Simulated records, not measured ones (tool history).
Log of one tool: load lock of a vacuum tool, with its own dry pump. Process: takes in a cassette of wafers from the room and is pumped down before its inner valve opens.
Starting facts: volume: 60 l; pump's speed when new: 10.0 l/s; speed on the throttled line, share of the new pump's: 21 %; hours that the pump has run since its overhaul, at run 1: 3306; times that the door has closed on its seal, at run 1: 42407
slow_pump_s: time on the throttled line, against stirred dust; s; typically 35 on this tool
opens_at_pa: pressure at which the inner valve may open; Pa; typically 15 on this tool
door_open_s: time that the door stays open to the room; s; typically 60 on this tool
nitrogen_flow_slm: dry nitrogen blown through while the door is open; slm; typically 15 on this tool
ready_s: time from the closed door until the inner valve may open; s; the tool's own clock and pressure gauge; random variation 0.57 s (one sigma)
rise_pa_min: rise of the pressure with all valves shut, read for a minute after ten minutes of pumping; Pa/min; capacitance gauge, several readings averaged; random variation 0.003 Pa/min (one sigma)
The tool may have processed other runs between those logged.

run	hour	slow_pump_s	opens_at_pa	door_open_s	nitrogen_flow_slm	hours that the pump has run since its overhaul	times that the door has closed on its seal	incoming humidity of the room's air, %	ready_s	rise_pa_min
1	0	35	15	60	15	3306	42407	44.5	84.9	0.28
2	362	35	15	60	15	3668	44122	44.8	83.8	0.298
3	748.4	35	15	60	5	4054	45953	44	85.4	0.336
4	1077.9	35	15	60	7	4383	47514	47.5	84.5	0.348
5	1352.8	35	15	60	7	4658	48817	44.2	86.1	0.356
6	1817.6	35	15	60	7	5123	51019	43.4	86.4	0.378
7	2272.4	35	15	60	7	5578	53174	42.5	86.2	0.412
8	2908.9	35	15	39	15	6215	56190	46.5	88.3	0.438
9	3347.9	35	15	99	15	6654	58270	44.4	88	0.471
10	3846.8	35	15	60	15	7152	60634	45.4	89.6	0.498
11	4418.4	35	15	60	15	7724	63342	43.7	89.7	0.541
12	4903.7	35	15	60	15	8209	65641	45.2	90.2	0.565
13	5164.5	35	15	60	15	8470	66877	44.7	90.9	0.588
14	5464.2	35	15	60	15	8770	68297	48.5	89.6	0.606
15	5889	35	15	60	15	9195	70310	41.2	90.8	0.646
16	6477.5	53	28	60	13	9783	73098	43	99.4	0.673
17	6869.4	38	16	60	13	10175	74955	44.9	95.3	0.712
# hour 6914.3: door's seal changed, seat wiped
18	7311	29	12	74	40	10615	1880	44.7	92.1	0.018

For run 19, what comes out?
19	7860.2	68	13	74	12	11164	4481	43.7	?	?

ready_s: 119.2 s
rise_pa_min: 0.04 Pa/min
With no hidden state in the tool, this same run would have given ready_s 107.8 s, rise_pa_min 0.024 Pa/min.

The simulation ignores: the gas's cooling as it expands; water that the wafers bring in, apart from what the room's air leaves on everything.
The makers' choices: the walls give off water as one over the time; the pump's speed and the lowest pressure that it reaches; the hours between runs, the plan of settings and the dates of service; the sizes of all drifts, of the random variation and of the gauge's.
